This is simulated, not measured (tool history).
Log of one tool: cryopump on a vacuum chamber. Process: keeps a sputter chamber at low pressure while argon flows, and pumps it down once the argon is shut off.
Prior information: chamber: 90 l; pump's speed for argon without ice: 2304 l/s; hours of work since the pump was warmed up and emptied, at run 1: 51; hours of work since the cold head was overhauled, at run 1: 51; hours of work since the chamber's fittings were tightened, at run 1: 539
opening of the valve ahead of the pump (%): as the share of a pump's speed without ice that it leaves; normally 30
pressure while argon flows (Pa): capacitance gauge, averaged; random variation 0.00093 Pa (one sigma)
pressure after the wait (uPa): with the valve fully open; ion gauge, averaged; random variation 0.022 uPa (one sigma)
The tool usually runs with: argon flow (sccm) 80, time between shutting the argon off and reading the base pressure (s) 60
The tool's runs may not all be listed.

run     day  argon flow (sccm)  time between shutting the argon off and reading the base pressure (s)  opening of the valve ahead of the pump (%)  hours of work since the pump was warmed up and emptied  hours of work since the cold head was overhauled  hours of work since the chamber's fittings were tightened  pressure while argon flows (Pa)  pressure after the wait (uPa)
  1   0.000                 80                                                                     60                                          30                                                      51                                                51                                                        539                           0.1970                           1.02
  2   0.521                 80                                                                     60                                          15                                                      62                                                62                                                        550                           0.3904                           1.00
  3   1.050                 80                                                                     60                                          15                                                      72                                                72                                                        560                           0.3901                           1.00
  4   1.438                 80                                                                     60                                          15                                                      80                                                80                                                        568                           0.3932                           1.00
  5   2.054                 80                                                                     60                                          15                                                      93                                                93                                                        581                           0.3919                           1.05
  6   2.638                 80                                                                     91                                          30                                                     105                                               105                                                        593                           0.1958                           0.89
  7   3.021                 80                                                                     91                                          30                                                     112                                               112                                                        600                           0.1979                           0.89
  8   3.488                 80                                                                     60                                          23                                                     122                                               122                                                        610                           0.2579                           1.06
  9   3.767                 80                                                                     60                                          30                                                     128                                               128                                                        616                           0.1974                           1.07
 10   4.400                 80                                                                     60                                          30                                                     140                                               140                                                        628                           0.1970                           0.98
 11   4.742                 80                                                                     60                                          34                                                     147                                               147                                                        635                           0.1755                           1.10
 12   5.142                 80                                                                     60                                          34                                                     155                                               155                                                        643                           0.1743                           1.12
 13   5.679                 80                                                                     60                                          34                                                     166                                               166                                                        654                           0.1751                           1.12
 14   6.225                 47                                                                     60                                          30                                                     177                                               177                                                        665                           0.1170                           1.09
 15   6.508                 47                                                                     60                                          30                                                     183                                               183                                                        671                           0.1160                           1.12
 16   6.871                 47                                                                     60                                          30                                                     190                                               190                                                        678                           0.1165                           1.09
 17   7.350                 47                                                                     60                                          30                                                     200                                               200                                                        688                           0.1168                           1.10
 18   7.900                 47                                                                     60                                          30                                                     211                                               211                                                        699                           0.1176                           1.15
 19   8.175                 90                                                                     43                                          30                                                     217                                               217                                                        705                           0.2246                           1.37
 20   8.458                 90                                                                     43                                          30                                                     223                                               223                                                        711                           0.2229                           1.35
 21   8.867                114                                                                     28                                          43                                                     231                                               231                                                        719                           0.1999                           1.80
 22   9.171                 39                                                                     60                                          30                                                     237                                               237                                                        725                           0.0975                           1.18
 23   9.562                 39                                                                     60                                          30                                                     245                                               245                                                        733                           0.0967                           1.11
 24  10.029                 80                                                                     88                                          30                                                     254                                               254                                                        742                           0.1990                           0.99

Estimate the outcome of run 25 from the log above:
 25  10.533                 64                                                                    120                                          29                                                     265                                               265                                                        753                                ?                              ?

Run 25 produced pressure while argon flows (Pa) 0.1644, pressure after the wait (uPa) 0.90.
With no hidden state in the tool, this same run would have given pressure while argon flows (Pa) 0.1613, pressure after the wait (uPa) 0.41.
